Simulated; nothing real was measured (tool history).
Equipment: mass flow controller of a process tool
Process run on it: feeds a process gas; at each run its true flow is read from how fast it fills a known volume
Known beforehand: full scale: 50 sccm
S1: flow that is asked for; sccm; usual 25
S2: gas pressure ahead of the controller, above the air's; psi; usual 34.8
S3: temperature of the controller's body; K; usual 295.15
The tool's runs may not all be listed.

run 1 hour=0.0 | S1=25 S2=34.8 S3=295.15 | true_flow_(%)=99.29
run 2 hour=214.3 | S1=25 S2=34.8 S3=295.15 | true_flow_(%)=99.18
run 3 hour=462.1 | S1=25 S2=34.8 S3=295.15 | true_flow_(%)=99.20
run 4 hour=914.5 | S1=25 S2=37.9 S3=295.15 | true_flow_(%)=99.19
run 5 hour=1298.0 | S1=25 S2=20.7 S3=295.15 | true_flow_(%)=98.99
run 6 hour=1742.4 | S1=25 S2=34.8 S3=295.15 | true_flow_(%)=99.06
run 7 hour=2169.1 | S1=25 S2=34.8 S3=295.15 | true_flow_(%)=99.08
run 8 hour=2633.8 | S1=25 S2=34.8 S3=295.15 | true_flow_(%)=99.02
run 9 hour=2933.8 | S1=25 S2=34.8 S3=295.15 | true_flow_(%)=99.08
run 10 hour=3228.3 | S1=25 S2=34.8 S3=295.15 | true_flow_(%)=98.81
run 11 hour=3496.6 | S1=25 S2=34.8 S3=295.15 | true_flow_(%)=98.94
run 12 hour=3800.0 | S1=25 S2=34.8 S3=295.15 | true_flow_(%)=99.07
run 13 hour=4020.9 | S1=25 S2=34.8 S3=295.15 | true_flow_(%)=98.83
run 14 hour=4339.2 | S1=25 S2=34.8 S3=295.15 | true_flow_(%)=98.90
run 15 hour=4715.7 | S1=25 S2=34.8 S3=295.15 | true_flow_(%)=98.74
run 16 hour=5143.1 | S1=25 S2=34.8 S3=295.15 | true_flow_(%)=98.83
run 17 hour=5466.8 | S1=25 S2=34.8 S3=295.15 | true_flow_(%)=98.80
run 18 hour=5841.2 | S1=25 S2=34.8 S3=295.15 | true_flow_(%)=98.69
run 19 hour=6108.0 | S1=25 S2=34.8 S3=295.15 | true_flow_(%)=98.67
run 20 hour=6329.6 | S1=25 S2=34.8 S3=295.15 | true_flow_(%)=98.83
run 21 hour=6697.6 | S1=25 S2=34.8 S3=295.15 | true_flow_(%)=98.67
run 22 hour=6898.8 | S1=5 S2=34.8 S3=295.15 | true_flow_(%)=98.10
run 23 hour=7175.7 | S1=25 S2=34.8 S3=295.15 | true_flow_(%)=98.75
run 24 hour=7478.0 | S1=25 S2=34.8 S3=295.15 | true_flow_(%)=98.56
run 25 hour=7843.2 | S1=10 S2=28.1 S3=307.15 | true_flow_(%)=98.37
run 26 hour=8224.7 | S1=10 S2=23.9 S3=307.15 | true_flow_(%)=98.43
run 27 hour=8485.7 | S1=31 S2=28.4 S3=311.15 | true_flow_(%)=99.19
run 28 hour=8747.7 | S1=37 S2=38.0 S3=313.15 | true_flow_(%)=99.55
run 29 hour=8957.5 | S1=25 S2=34.8 S3=299.15 | true_flow_(%)=98.69
run 30 hour=9327.2 | S1=25 S2=34.8 S3=299.15 | true_flow_(%)=98.54
run 31 hour=9679.4 | S1=25 S2=34.8 S3=299.15 | true_flow_(%)=98.70
run 32 hour=10089.6 | S1=6 S2=29.6 S3=295.15 | true_flow_(%)=97.86
run 33 hour=10345.3 | S1=6 S2=29.6 S3=294.15 | true_flow_(%)=98.59
run 34 hour=10593.5 | S1=6 S2=29.6 S3=294.15 | true_flow_(%)=98.50
run 35 hour=10846.4 | S1=8 S2=28.3 S3=312.15 | true_flow_(%)=99.03
run 36 hour=11099.3 | S1=8 S2=28.3 S3=312.15 | true_flow_(%)=99.04
run 37 hour=11301.0 | S1=6 S2=39.3 S3=300.15 | true_flow_(%)=98.76
run 38 hour=11589.2 | S1=7 S2=34.7 S3=295.15 | true_flow_(%)=98.59
run 39 hour=12038.6 | S1=7 S2=21.9 S3=301.15 | true_flow_(%)=98.50
run 40 hour=12404.7 | S1=7 S2=24.5 S3=301.15 | true_flow_(%)=98.65
run 41 hour=12856.3 | S1=37 S2=34.8 S3=306.15 | true_flow_(%)=99.58
run 42 hour=13309.5 | S1=12 S2=25.1 S3=295.15 | true_flow_(%)=98.38
run 43 hour=13674.9 | S1=6 S2=32.3 S3=295.15 | true_flow_(%)=98.23
run 44 hour=13976.8 | S1=24 S2=30.5 S3=304.15 | true_flow_(%)=99.07
run 45 hour=14345.0 | S1=24 S2=30.5 S3=304.15 | true_flow_(%)=98.99
run 46 hour=14604.9 | S1=7 S2=36.0 S3=303.15 | true_flow_(%)=98.50
run 47 hour=14978.6 | S1=8 S2=32.3 S3=308.15 | true_flow_(%)=98.66

Missing from the log above: 4 entries noted between runs. For each, name the pair of listed runs it sits between and say how the tool's hidden condition differs from the listed run just before to the listed run just after:
Between runs 17 and 18: controller's zero set anew (hour 5829.7)
  flow at rest that the sensor doesn't see, % of full scale: 0.006 -> 0; drift of the gauge itself on true_pct, %: -0.4 -> -0.43
  the result without the hidden state subtracted from the measured one, true flow (%): -0.40 -> -0.43
Between runs 32 and 33: gauge calibrated (hour 10161.3)
  drift of the gauge itself on true_pct, %: -0.74 -> -0.01
  the result without the hidden state subtracted from the measured one, true flow (%): -0.71 -> +0.02
Between runs 40 and 41: controller's zero set anew (hour 12672.5)
  flow at rest that the sensor doesn't see, % of full scale: 0.006 -> 0; drift of the gauge itself on true_pct, %: -0.17 -> -0.2
  the result without the hidden state subtracted from the measured one, true flow (%): -0.13 -> -0.20
Between runs 43 and 44: controller exchanged for a calibrated one (hour 13787.2)
  flow at rest that the sensor doesn't see, % of full scale: 0.001 -> 0; true flow over the shown one, %: -0.01 -> 0; drift of the gauge itself on true_pct, %: -0.26 -> -0.28
  the result without the hidden state subtracted from the measured one, true flow (%): -0.25 -> -0.28
